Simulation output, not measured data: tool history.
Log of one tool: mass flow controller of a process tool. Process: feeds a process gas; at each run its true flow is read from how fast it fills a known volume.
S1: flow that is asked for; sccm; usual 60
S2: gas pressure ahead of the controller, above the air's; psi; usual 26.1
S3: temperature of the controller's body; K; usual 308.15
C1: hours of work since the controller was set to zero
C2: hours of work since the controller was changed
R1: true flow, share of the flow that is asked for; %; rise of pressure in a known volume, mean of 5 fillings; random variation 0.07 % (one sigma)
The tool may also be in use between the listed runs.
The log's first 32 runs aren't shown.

Run 33, day 322.075: usual settings but S1 94 sccm, S2 21.8 psi, S3 309.15 K; C1 218; C2 218. Result: R1 101.46 %.
Run 34, day 329.146: usual settings but S1 72 sccm, S2 24.5 psi, S3 296.15 K; C1 301; C2 301. Result: R1 102.08 %.
Run 35, day 338.904: usual settings but S1 72 sccm, S2 24.5 psi, S3 296.15 K; C1 417; C2 417. Result: R1 102.25 %.
Run 36, day 347.962: usual settings but S1 72 sccm, S2 24.5 psi, S3 303.15 K; C1 524; C2 524. Result: R1 101.76 %.
Run 37, day 357.462: usual settings but S1 27 sccm, S2 36.4 psi, S3 296.15 K; C1 637; C2 637. Result: R1 101.03 %.
Run 38, day 371.492: usual settings but S2 36.4 psi, S3 296.15 K; C1 803; C2 803. Result: R1 101.84 %.
Run 39, day 379.754: usual settings but S1 31 sccm, S2 26.8 psi, S3 313.15 K; C1 901; C2 901. Result: R1 100.32 %.
Run 40, day 385.729: usual settings but S1 80 sccm, S2 32.8 psi, S3 312.15 K; C1 972; C2 972. Result: R1 101.07 %.
Run 41, day 391.596: usual settings but S2 39.2 psi, S3 297.15 K; C1 1041; C2 1041. Result: R1 101.78 %.
Run 42, day 405.629: usual settings but S1 65 sccm, S2 28.3 psi, S3 297.15 K; C1 1208; C2 1208. Result: R1 102.74 %.
Run 43, day 414.838: usual settings but S1 86 sccm, S2 23.8 psi, S3 294.15 K; C1 1317; C2 1317. Result: R1 103.77 %.
Run 44, day 422.042: usual settings but S1 16 sccm, S2 25.8 psi, S3 307.15 K; C1 1402; C2 1402. Result: R1 101.13 %.
Run 45, day 432.179: usual settings but S1 16 sccm, S2 25.8 psi, S3 307.15 K; C1 1522; C2 1522. Result: R1 101.15 %.
Run 46, day 441.221: usual settings but S1 32 sccm, S3 298.15 K; C1 1630; C2 1630. Result: R1 102.31 %.
At day 452.162: gauge calibrated.
Run 47, day 455.575: usual settings but S1 32 sccm, S3 298.15 K; C1 1800; C2 1800. Result: R1 98.81 %.

Forecast each of these 4 alternatives for the next run:
Run A, day 466.325: usual settings but S1 15 sccm, S3 301.15 K; C1 1927; C2 1927. Result: R1 ?.
Run B, day 466.325: usual settings but S1 32 sccm, S3 303.15 K; C1 1927; C2 1927. Result: R1 ?.
Run C, day 466.325: usual settings but S1 20 sccm, S2 23.6 psi; C1 1927; C2 1927. Result: R1 ?.
Run D, day 466.325: usual settings but S1 27 sccm, S2 22.9 psi, S3 297.15 K; C1 1927; C2 1927. Result: R1 ?.

run     R1
  A  98.45
  B  98.52
  C  98.04
  D  99.11
Without the tool's hidden state the same runs would have given:
run     R1
  A  98.28
  B  98.35
  C  97.87
  D  98.94
